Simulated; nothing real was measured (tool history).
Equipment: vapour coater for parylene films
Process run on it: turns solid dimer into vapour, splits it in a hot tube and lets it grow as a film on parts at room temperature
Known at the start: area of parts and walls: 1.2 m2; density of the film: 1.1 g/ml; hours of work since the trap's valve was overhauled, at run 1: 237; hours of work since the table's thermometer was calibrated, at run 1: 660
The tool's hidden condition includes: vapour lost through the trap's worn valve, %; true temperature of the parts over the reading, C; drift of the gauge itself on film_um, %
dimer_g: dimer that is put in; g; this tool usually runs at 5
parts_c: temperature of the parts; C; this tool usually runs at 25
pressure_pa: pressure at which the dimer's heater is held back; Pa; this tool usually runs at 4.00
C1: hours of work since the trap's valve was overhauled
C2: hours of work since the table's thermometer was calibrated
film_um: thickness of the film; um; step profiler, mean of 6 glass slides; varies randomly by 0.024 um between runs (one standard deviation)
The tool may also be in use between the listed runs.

Run 1, day 0.000: usual settings; C1 237; C2 660. Result: film_um 2.63 um.
Run 2, day 1.054: usual settings; C1 257; C2 681. Result: film_um 2.62 um.
Run 3, day 1.917: usual settings; C1 274; C2 698. Result: film_um 2.63 um.
Run 4, day 2.504: usual settings; C1 286; C2 709. Result: film_um 2.60 um.
Run 5, day 3.183: usual settings; C1 299; C2 723. Result: film_um 2.66 um.
Run 6, day 3.912: usual settings; C1 313; C2 737. Result: film_um 2.62 um.
Run 7, day 4.904: usual settings; C1 333; C2 756. Result: film_um 2.59 um.
Run 8, day 5.858: usual settings but pressure_pa 2.71 Pa; C1 352; C2 775. Result: film_um 2.66 um.
Run 9, day 6.650: usual settings but pressure_pa 2.71 Pa; C1 367; C2 790. Result: film_um 2.71 um.
Run 10, day 7.175: usual settings but pressure_pa 7.35 Pa; C1 377; C2 801. Result: film_um 2.46 um.
Run 11, day 7.629: usual settings but pressure_pa 7.35 Pa; C1 386; C2 810. Result: film_um 2.50 um.
Run 12, day 8.233: usual settings but pressure_pa 7.35 Pa; C1 398; C2 822. Result: film_um 2.48 um.
Run 13, day 8.979: usual settings but pressure_pa 7.35 Pa; C1 413; C2 836. Result: film_um 2.44 um.
Run 14, day 9.979: usual settings but pressure_pa 7.35 Pa; C1 432; C2 856. Result: film_um 2.46 um.
Run 15, day 10.454: usual settings but pressure_pa 7.35 Pa; C1 442; C2 865. Result: film_um 2.44 um.
Run 16, day 10.912: usual settings but pressure_pa 7.35 Pa; C1 451; C2 874. Result: film_um 2.46 um.
Run 17, day 11.838: usual settings but pressure_pa 2.83 Pa; C1 469; C2 892. Result: film_um 2.61 um.
At day 12.175: trap's valve overhauled.
Run 18, day 12.796: usual settings but pressure_pa 3.85 Pa; C1 12; C2 908. Result: film_um 2.70 um.
Run 19, day 13.812: usual settings but pressure_pa 3.85 Pa; C1 32; C2 928. Result: film_um 2.65 um.
Run 20, day 14.450: usual settings but parts_c 35 C; C1 45; C2 940. Result: film_um 1.76 um.
Run 21, day 14.904: usual settings but parts_c 35 C; C1 53; C2 949. Result: film_um 1.74 um.
Run 22, day 15.558: usual settings but parts_c 35 C; C1 66; C2 962. Result: film_um 1.70 um.
Run 23, day 16.204: usual settings but dimer_g 7 g; C1 79; C2 974. Result: film_um 3.69 um.
Run 24, day 17.271: usual settings; C1 100; C2 995. Result: film_um 2.66 um.
Run 25, day 18.017: usual settings but dimer_g 4 g; C1 114; C2 1010. Result: film_um 2.11 um.
Run 26, day 18.742: usual settings but dimer_g 4 g; C1 129; C2 1024. Result: film_um 2.09 um.
Run 27, day 19.388: usual settings but dimer_g 4 g; C1 141; C2 1037. Result: film_um 2.13 um.
Run 28, day 20.267: usual settings but dimer_g 4 g; C1 159; C2 1054. Result: film_um 2.13 um.
Run 29, day 21.142: usual settings but dimer_g 2 g, parts_c 36 C; C1 176; C2 1071. Result: film_um 0.69 um.
Run 30, day 21.850: usual settings but dimer_g 2 g, parts_c 36 C; C1 190; C2 1085. Result: film_um 0.64 um.
Run 31, day 22.821: usual settings but dimer_g 2 g, parts_c 36 C; C1 209; C2 1104. Result: film_um 0.66 um.
Run 32, day 23.475: usual settings but dimer_g 2 g, parts_c 34 C, pressure_pa 2.13 Pa; C1 221; C2 1117. Result: film_um 0.76 um.
Run 33, day 24.454: usual settings but dimer_g 2 g, parts_c 34 C, pressure_pa 2.13 Pa; C1 241; C2 1136. Result: film_um 0.73 um.
Run 34, day 25.171: usual settings but dimer_g 8 g, parts_c 29 C; C1 255; C2 1150. Result: film_um 3.54 um.
Run 35, day 25.646: usual settings but dimer_g 8 g, parts_c 29 C; C1 264; C2 1159. Result: film_um 3.44 um.
Run 36, day 26.671: usual settings but dimer_g 8 g, parts_c 30 C, pressure_pa 7.26 Pa; C1 284; C2 1179. Result: film_um 3.17 um.
Run 37, day 27.721: usual settings but dimer_g 8 g, parts_c 30 C, pressure_pa 7.26 Pa; C1 305; C2 1200. Result: film_um 3.20 um.
Run 38, day 28.533: usual settings; C1 320; C2 1216. Result: film_um 2.56 um.
Run 39, day 29.500: usual settings; C1 339; C2 1235. Result: film_um 2.56 um.
Run 40, day 30.021: usual settings but dimer_g 6 g, pressure_pa 2.40 Pa; C1 350; C2 1245. Result: film_um 3.19 um.
Run 41, day 31.038: usual settings but dimer_g 6 g, pressure_pa 2.40 Pa; C1 370; C2 1265. Result: film_um 3.23 um.
Run 42, day 31.646: usual settings but dimer_g 7 g, parts_c 26 C, pressure_pa 3.19 Pa; C1 381; C2 1277. Result: film_um 3.49 um.
Run 43, day 32.488: usual settings but dimer_g 7 g, parts_c 28 C, pressure_pa 3.19 Pa; C1 398; C2 1293. Result: film_um 3.22 um.
Run 44, day 33.246: usual settings but dimer_g 7 g, parts_c 28 C, pressure_pa 3.19 Pa; C1 413; C2 1308. Result: film_um 3.18 um.
Run 45, day 34.092: usual settings but dimer_g 7 g, parts_c 28 C, pressure_pa 3.19 Pa; C1 429; C2 1325. Result: film_um 3.20 um.
Run 46, day 34.908: usual settings but dimer_g 3 g, parts_c 28 C, pressure_pa 2.66 Pa; C1 445; C2 1341. Result: film_um 1.36 um.
Run 47, day 35.754: usual settings but parts_c 24 C, pressure_pa 11.26 Pa; C1 462; C2 1357. Result: film_um 2.48 um.

For some of the steps in film_um from one run to the next: how much would appear even if the tool had no hidden state, given the settings, what came in and random variation, and how much remains for the hidden state plus any gauge scatter that the measured result and the result without hidden state don't share?
Run 17 -> 18: pressure_pa 2.83 -> 3.85, trap's valve overhauled. film_um +0.09 um: hidden state +0.12, all else -0.03.
Run 22 -> 23: dimer_g 5 -> 7, parts_c 35 -> 25. film_um +1.99 um: hidden state -0.08, all else +2.07.
Run 33 -> 34: dimer_g 2 -> 8, parts_c 34 -> 29, pressure_pa 2.13 -> 4.00. film_um +2.81 um: hidden state -0.16, all else +2.97.
Run 45 -> 46: dimer_g 7 -> 3, pressure_pa 3.19 -> 2.66. film_um -1.84 um: hidden state +0.15, all else -1.99.
